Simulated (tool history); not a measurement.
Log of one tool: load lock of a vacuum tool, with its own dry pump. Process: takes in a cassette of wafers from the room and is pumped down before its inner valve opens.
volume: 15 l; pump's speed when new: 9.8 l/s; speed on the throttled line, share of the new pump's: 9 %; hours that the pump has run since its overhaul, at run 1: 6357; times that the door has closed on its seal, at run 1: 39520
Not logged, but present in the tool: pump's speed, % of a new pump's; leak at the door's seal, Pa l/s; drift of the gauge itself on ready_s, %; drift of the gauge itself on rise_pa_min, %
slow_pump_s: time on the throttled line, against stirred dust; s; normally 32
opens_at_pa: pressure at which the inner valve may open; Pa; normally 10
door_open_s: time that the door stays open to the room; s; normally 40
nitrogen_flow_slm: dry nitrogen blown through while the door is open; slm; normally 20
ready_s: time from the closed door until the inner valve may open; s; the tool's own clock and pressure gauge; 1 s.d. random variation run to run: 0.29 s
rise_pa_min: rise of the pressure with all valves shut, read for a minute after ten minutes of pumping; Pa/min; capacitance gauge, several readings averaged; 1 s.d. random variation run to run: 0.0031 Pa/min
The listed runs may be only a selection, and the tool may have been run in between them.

run      day  slow_pump_s  opens_at_pa  door_open_s  nitrogen_flow_slm  hours that the pump has run since its overhaul  times that the door has closed on its seal  incoming humidity of the room's air, %  ready_s  rise_pa_min
  1    0.000           32           10           40                 20                                            6357                                       39520                                    43.4     43.6        0.295
  2    7.175           17           10           40                 20                                            6530                                       40077                                    45.9     30.0        0.302
  3   12.417           17           10           40                 20                                            6655                                       40484                                    44.5     30.3        0.310
  4   20.179           32           10           40                  5                                            6842                                       41087                                    42.4     43.6        0.333
  5   26.058           32           10           40                  5                                            6983                                       41543                                    43.2     43.9        0.336
  6   30.079           32           10           40                  5                                            7079                                       41856                                    47.5     43.3        0.352
  7   36.029           32           10           40                 20                                            7222                                       42318                                    41.0     44.1        0.315
  8   41.571           32           10           40                 20                                            7355                                       42748                                    48.3     43.9        0.328
  9   49.462           32           14           40                 20                                            7545                                       43361                                    44.5     43.7        0.337
 10   54.675           32           10           40                 20                                            7670                                       43766                                    43.7     43.9        0.327
 11   60.629           28           10           40                 20                                            7813                                       44228                                    45.3     40.5        0.342
 12   67.708           32           10           61                 20                                            7982                                       44778                                    44.6     43.5        0.360
 13   73.525           32           10           61                 20                                            8122                                       45229                                    44.9     43.8        0.365
 14   80.929           32           10           40                 20                                            8300                                       45804                                    46.4     43.4        0.359
 15   87.112           32           10           40                 20                                            8448                                       46285                                    44.9     43.4        0.354
 16   92.033           32           10           40                 20                                            8566                                       46667                                    44.4     44.4        0.356
 17   95.746           35           10           40                 20                                            8655                                       46955                                    44.2     46.2        0.359
 18   99.521           35           10           40                 20                                            8746                                       47248                                    47.4     47.0        0.369
 19  103.033           35           10           40                 20                                            8830                                       47521                                    42.3     46.5        0.371
 20  107.296           32           10           61                 20                                            8933                                       47852                                    42.7     43.8        0.392
 21  112.183           56            7           40                 20                                            9050                                       48231                                    41.7     66.4        0.378
 22  120.012           32            9           40                 20                                            9238                                       48839                                    45.3     44.1        0.385
 23  125.146           32            9           40                 20                                            9361                                       49238                                    42.5     44.0        0.382
 24  130.996           32            9           26                 20                                            9501                                       49692                                    43.8     44.3        0.387
 25  136.996           32           10          135                  5                                            9645                                       50158                                    42.7     43.8        0.495
 26  144.029           32           10          135                  5                                            9814                                       50704                                    44.2     44.0        0.502
 27  148.946           32           10          171                 20                                            9932                                       51086                                    44.0     43.7        0.486
 28  155.296           24            8          221                 20                                           10084                                       51579                                    44.7     36.9        0.507
 29  161.088           28           11          133                 20                                           10224                                       52029                                    43.7     40.1        0.473
 30  167.700           28           11          133                 20                                           10382                                       52542                                    47.5     40.3        0.483
 31  175.175           28           11          133                 20                                           10562                                       53123                                    41.4     40.0        0.477
 32  181.175           32           13           40                 43                                           10706                                       53589                                    50.3     43.5        0.419

Some steps in ready_s between neighbouring runs. How much of each would the tool show without its hidden state too (settings, what came in, random variation), and how much is left for the hidden state, with any gauge scatter that isn't in both results?
Run 1 -> 2: slow_pump_s 32 -> 17. ready_s -13.6 s: hidden state +0.0, all else -13.6.
Run 2 -> 3: no setting changed, nothing entered. ready_s +0.3 s: hidden state +0.1, all else +0.2.
Run 3 -> 4: slow_pump_s 17 -> 32, nitrogen_flow_slm 20 -> 5. ready_s +13.3 s: hidden state -0.1, all else +13.4.
Run 20 -> 21: slow_pump_s 32 -> 56, opens_at_pa 10 -> 7, door_open_s 61 -> 40. ready_s +22.6 s: hidden state -0.1, all else +22.7.
Run 21 -> 22: slow_pump_s 56 -> 32, opens_at_pa 7 -> 9. ready_s -22.3 s: hidden state +0.2, all else -22.5.

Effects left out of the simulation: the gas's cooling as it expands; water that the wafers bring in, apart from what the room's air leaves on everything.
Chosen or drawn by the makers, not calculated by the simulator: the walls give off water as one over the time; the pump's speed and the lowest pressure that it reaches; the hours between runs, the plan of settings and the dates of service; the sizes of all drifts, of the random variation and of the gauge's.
